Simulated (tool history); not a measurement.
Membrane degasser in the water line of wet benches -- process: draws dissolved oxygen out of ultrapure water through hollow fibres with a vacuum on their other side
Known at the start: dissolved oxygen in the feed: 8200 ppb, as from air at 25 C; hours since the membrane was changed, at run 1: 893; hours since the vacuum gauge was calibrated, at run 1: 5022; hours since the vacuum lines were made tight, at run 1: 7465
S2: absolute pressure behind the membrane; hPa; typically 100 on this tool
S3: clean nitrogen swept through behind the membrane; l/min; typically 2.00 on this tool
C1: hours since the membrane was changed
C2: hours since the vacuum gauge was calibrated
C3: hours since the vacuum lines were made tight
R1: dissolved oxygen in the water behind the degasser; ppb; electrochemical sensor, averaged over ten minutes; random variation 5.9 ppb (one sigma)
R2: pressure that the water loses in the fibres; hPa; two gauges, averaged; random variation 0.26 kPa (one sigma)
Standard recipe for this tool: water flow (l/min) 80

{"run": 1, "hour": 0.0, "water flow (l/min)": 80, "S2": 100, "S3": 2.0, "C1": 893, "C2": 5022, "C3": 7465, "R1": 691.9, "R2": 696.4}
{"run": 2, "hour": 75.4, "water flow (l/min)": 80, "S2": 100, "S3": 2.0, "C1": 968, "C2": 5098, "C3": 7541, "R1": 704.3, "R2": 693.1}
{"run": 3, "hour": 120.4, "water flow (l/min)": 80, "S2": 100, "S3": 2.0, "C1": 1013, "C2": 5143, "C3": 7586, "R1": 698.6, "R2": 692.6}
{"run": 4, "hour": 177.1, "water flow (l/min)": 80, "S2": 100, "S3": 2.0, "C1": 1070, "C2": 5199, "C3": 7642, "R1": 698.8, "R2": 694.1}
{"run": 5, "hour": 230.1, "water flow (l/min)": 80, "S2": 100, "S3": 0.81, "C1": 1123, "C2": 5252, "C3": 7695, "R1": 1132.9, "R2": 695.0}
{"hour": 301.5, "done": "seals of the vacuum lines changed"}
{"run": 6, "hour": 307.4, "water flow (l/min)": 80, "S2": 100, "S3": 0.81, "C1": 1198, "C2": 5328, "C3": 6, "R1": 1106.8, "R2": 693.1}
{"run": 7, "hour": 340.1, "water flow (l/min)": 79, "S2": 100, "S3": 2.0, "C1": 1231, "C2": 5360, "C3": 39, "R1": 701.5, "R2": 683.2}
{"run": 8, "hour": 375.1, "water flow (l/min)": 79, "S2": 100, "S3": 2.0, "C1": 1266, "C2": 5395, "C3": 74, "R1": 695.4, "R2": 687.3}
{"run": 9, "hour": 417.4, "water flow (l/min)": 74, "S2": 100, "S3": 2.0, "C1": 1308, "C2": 5438, "C3": 116, "R1": 644.2, "R2": 643.1}
{"run": 10, "hour": 466.7, "water flow (l/min)": 80, "S2": 100, "S3": 2.0, "C1": 1357, "C2": 5487, "C3": 165, "R1": 695.5, "R2": 698.0}
{"run": 11, "hour": 541.8, "water flow (l/min)": 80, "S2": 100, "S3": 2.0, "C1": 1432, "C2": 5562, "C3": 240, "R1": 702.2, "R2": 690.7}
{"run": 12, "hour": 592.0, "water flow (l/min)": 80, "S2": 100, "S3": 2.0, "C1": 1483, "C2": 5612, "C3": 290, "R1": 705.0, "R2": 695.0}
{"run": 13, "hour": 629.5, "water flow (l/min)": 63, "S2": 166, "S3": 1.69, "C1": 1520, "C2": 5650, "C3": 328, "R1": 1019.8, "R2": 546.3}
{"run": 14, "hour": 664.9, "water flow (l/min)": 63, "S2": 166, "S3": 1.69, "C1": 1555, "C2": 5685, "C3": 363, "R1": 1003.0, "R2": 545.2}
{"run": 15, "hour": 708.8, "water flow (l/min)": 82, "S2": 117, "S3": 2.52, "C1": 1599, "C2": 5729, "C3": 407, "R1": 734.7, "R2": 713.1}
{"run": 16, "hour": 758.8, "water flow (l/min)": 78, "S2": 100, "S3": 4.53, "C1": 1649, "C2": 5779, "C3": 457, "R1": 439.0, "R2": 678.3}
{"run": 17, "hour": 806.5, "water flow (l/min)": 78, "S2": 244, "S3": 2.94, "C1": 1697, "C2": 5827, "C3": 505, "R1": 1229.1, "R2": 673.7}
{"run": 18, "hour": 843.5, "water flow (l/min)": 84, "S2": 171, "S3": 1.25, "C1": 1734, "C2": 5864, "C3": 542, "R1": 1590.4, "R2": 727.5}
{"run": 19, "hour": 910.3, "water flow (l/min)": 66, "S2": 100, "S3": 3.98, "C1": 1801, "C2": 5931, "C3": 609, "R1": 380.5, "R2": 576.0}

Measured result minus the same run's result without the hidden state. Both carry the same run-to-run variation, though not necessarily the same gauge scatter:
Hidden state at play: membrane still open, %; true pressure behind the membrane over the reading, kPa; air that leaks in behind the membrane, l/min; drift of the gauge itself on oxygen_ppb, %; drift of the gauge itself on loss_of_pressure_kpa, %.
run=1 R1=+5.1 R2=+2.8
run=2 R1=+5.5 R2=+3.0
run=3 R1=+5.6 R2=+3.2
run=4 R1=+5.8 R2=+3.3
run=5 R1=+3.0 R2=+3.4
run=6 R1=+7.3 R2=+3.7
run=7 R1=+6.0 R2=+3.7
run=8 R1=+6.1 R2=+3.8
run=9 R1=+5.8 R2=+3.7
run=10 R1=+6.4 R2=+4.1
run=11 R1=+6.8 R2=+4.3
run=12 R1=+6.9 R2=+4.5
run=13 R1=+5.0 R2=+3.6
run=14 R1=+5.0 R2=+3.6
run=15 R1=+7.0 R2=+5.0
run=16 R1=+6.3 R2=+4.8
run=17 R1=+6.0 R2=+4.9
run=18 R1=+7.5 R2=+5.4
run=19 R1=+5.5 R2=+4.5
